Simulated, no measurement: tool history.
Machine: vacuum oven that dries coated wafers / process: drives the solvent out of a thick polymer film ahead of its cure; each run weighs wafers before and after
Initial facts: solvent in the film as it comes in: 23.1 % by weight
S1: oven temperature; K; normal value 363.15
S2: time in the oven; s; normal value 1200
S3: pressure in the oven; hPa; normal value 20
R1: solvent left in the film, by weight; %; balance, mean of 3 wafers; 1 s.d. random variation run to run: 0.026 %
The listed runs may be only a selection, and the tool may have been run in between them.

Run 1, hour 0: usual settings. Result: R1 2.73 %.
Run 2, hour 74.8: usual settings but S3 12.2 hPa. Result: R1 2.21 %.
Run 3, hour 113.7: usual settings but S3 12.2 hPa. Result: R1 2.24 %.
Run 4, hour 193.4: usual settings but S3 12.2 hPa. Result: R1 2.25 %.
Run 5, hour 277.3: usual settings but S3 12.2 hPa. Result: R1 2.16 %.
Run 6, hour 350: usual settings but S3 12.2 hPa. Result: R1 2.19 %.
Run 7, hour 413.8: usual settings but S3 12.2 hPa. Result: R1 2.15 %.
At hour 464.6: oven's thermocouples calibrated.
Run 8, hour 500.6: usual settings but S3 12.2 hPa. Result: R1 2.25 %.
Run 9, hour 572: usual settings but S2 900 s, S3 12.2 hPa. Result: R1 3.38 %.
Run 10, hour 619.4: usual settings but S1 359.15 K, S3 55.7 hPa. Result: R1 6.74 %.
Run 11, hour 701.1: usual settings but S2 1740 s. Result: R1 1.87 %.
Run 12, hour 745.9: usual settings but S1 367.15 K, S2 780 s, S3 19.3 hPa. Result: R1 2.92 %.
Run 13, hour 800.5: usual settings but S1 367.15 K, S2 780 s, S3 19.3 hPa. Result: R1 2.89 %.
Run 14, hour 840.7: usual settings but S3 61.2 hPa. Result: R1 5.33 %.
Run 15, hour 901.2: usual settings but S3 61.2 hPa. Result: R1 5.27 %.
Run 16, hour 946: usual settings but S3 61.2 hPa. Result: R1 5.3 %.
Run 17, hour 992.9: usual settings but S1 376.15 K, S3 38.6 hPa. Result: R1 1.75 %.

Alternative continuations, all from the tool just after run 17; predict every row:
Run A, hour 1055.7: usual settings but S2 2100 s. Result: R1 ?.
Run B, hour 1055.7: usual settings but S1 360.15 K, S3 38.6 hPa. Result: R1 ?.
Run C, hour 1055.7: usual settings but S2 660 s, S3 27.9 hPa. Result: R1 ?.

run    R1
  A   1.7
  B  4.88
  C  5.75
Had the tool no hidden state, the same runs would have come out as:
run    R1
  A  1.59
  B  5.01
  C  5.99

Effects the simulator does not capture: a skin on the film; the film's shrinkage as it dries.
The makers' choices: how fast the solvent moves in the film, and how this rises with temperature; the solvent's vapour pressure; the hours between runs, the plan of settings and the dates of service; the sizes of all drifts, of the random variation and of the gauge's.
